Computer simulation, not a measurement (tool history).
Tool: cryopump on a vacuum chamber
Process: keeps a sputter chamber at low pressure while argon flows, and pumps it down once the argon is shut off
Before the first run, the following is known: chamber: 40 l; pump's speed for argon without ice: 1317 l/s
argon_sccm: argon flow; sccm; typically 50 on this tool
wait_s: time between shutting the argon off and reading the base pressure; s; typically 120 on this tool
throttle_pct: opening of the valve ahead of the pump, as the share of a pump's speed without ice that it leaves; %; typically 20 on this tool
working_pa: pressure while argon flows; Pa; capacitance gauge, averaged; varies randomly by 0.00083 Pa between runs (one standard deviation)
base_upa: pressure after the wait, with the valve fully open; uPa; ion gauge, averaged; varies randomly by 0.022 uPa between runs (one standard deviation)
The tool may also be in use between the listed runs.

run   hour  argon_sccm  wait_s  throttle_pct  working_pa  base_upa
  1      0          50     120            20      0.3242      0.92
  2   11.8          50     120            20      0.3249      1.02
  3     25          50     120            20      0.3258      0.93
  4   39.7          50     120            20      0.3261      0.94
  5   58.3          50     120            20       0.326      0.93
  6   68.6          50     120            20      0.3263      0.95
  7   86.4          50     120            20      0.3262      1.02
  8    103          50     120            20      0.3263      0.96
  9  117.4          53     120            23      0.3014      0.97
 10  132.2          28     146            56      0.0681      0.97
 11  141.4          79      50            34      0.3064      1.46
 12  154.8          32     122            20      0.2082      0.98
 13  165.4          32      30            56      0.0772      1.97
 14  181.7          36      30            56      0.0873      1.99
 15  200.8          36      30            56      0.0867      2.03
 16  218.4          36      30            56      0.0867      2.04

Each row is a separate what-if for the run after 16, all from the same tool condition, not one after another. Results?
  A  232.2          28      40            20           ?         ?
  B  232.2          86      30            32           ?         ?
  C  232.2          53     157            21           ?         ?

run  working_pa  base_upa
  A      0.1844      1.72
  B      0.3556      2.01
  C      0.3322      0.92
Without the tool's hidden state the same runs would have given:
run  working_pa  base_upa
  A      0.1804      1.26
  B      0.3437      1.57
  C      0.3247      0.48
